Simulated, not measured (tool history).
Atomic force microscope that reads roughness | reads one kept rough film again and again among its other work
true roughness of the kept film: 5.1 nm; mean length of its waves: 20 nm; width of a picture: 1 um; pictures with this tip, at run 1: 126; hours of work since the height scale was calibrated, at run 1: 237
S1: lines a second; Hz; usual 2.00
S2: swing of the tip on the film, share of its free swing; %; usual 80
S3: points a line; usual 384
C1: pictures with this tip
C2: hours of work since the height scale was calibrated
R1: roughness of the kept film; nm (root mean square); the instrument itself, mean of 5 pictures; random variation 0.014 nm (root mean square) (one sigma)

run 1 hour=0.0 | S1=2.00 S2=80 S3=384 | C1=126 C2=237 | R1=2.754
run 2 hour=9.5 | S1=2.00 S2=80 S3=384 | C1=135 C2=243 | R1=2.721
run 3 hour=15.8 | S1=2.00 S2=80 S3=384 | C1=142 C2=246 | R1=2.726
run 4 hour=20.9 | S1=2.00 S2=80 S3=705 | C1=147 C2=249 | R1=2.738
run 5 hour=29.6 | S1=2.00 S2=80 S3=705 | C1=155 C2=254 | R1=2.708
run 6 hour=37.5 | S1=2.00 S2=80 S3=384 | C1=163 C2=259 | R1=2.667
run 7 hour=46.9 | S1=2.00 S2=80 S3=384 | C1=172 C2=265 | R1=2.651
run 8 hour=56.6 | S1=2.00 S2=60 S3=334 | C1=182 C2=270 | R1=2.789
run 9 hour=66.5 | S1=1.65 S2=64 S3=311 | C1=192 C2=276 | R1=2.763
run 10 hour=71.6 | S1=0.85 S2=57 S3=406 | C1=197 C2=279 | R1=2.888
run 11 hour=79.9 | S1=0.85 S2=65 S3=406 | C1=205 C2=284 | R1=2.820
run 12 hour=86.4 | S1=0.85 S2=65 S3=406 | C1=212 C2=288 | R1=2.791

Forecast each of these 5 alternatives for the next run:
run A hour=95.1 | S1=2.00 S2=61 S3=263 | C1=220 C2=293 | R1=?
run B hour=95.1 | S1=2.00 S2=80 S3=361 | C1=220 C2=293 | R1=?
run C hour=95.1 | S1=3.86 S2=83 S3=329 | C1=220 C2=293 | R1=?
run D hour=95.1 | S1=0.97 S2=59 S3=384 | C1=220 C2=293 | R1=?
run E hour=95.1 | S1=1.64 S2=65 S3=406 | C1=220 C2=293 | R1=?

run=A R1=2.659
run=B R1=2.521
run=C R1=2.180
run=D R1=2.799
run=E R1=2.709
Without the tool's hidden state the same runs would have given:
run=A R1=3.472
run=B R1=3.295
run=C R1=2.850
run=D R1=3.654
run=E R1=3.540
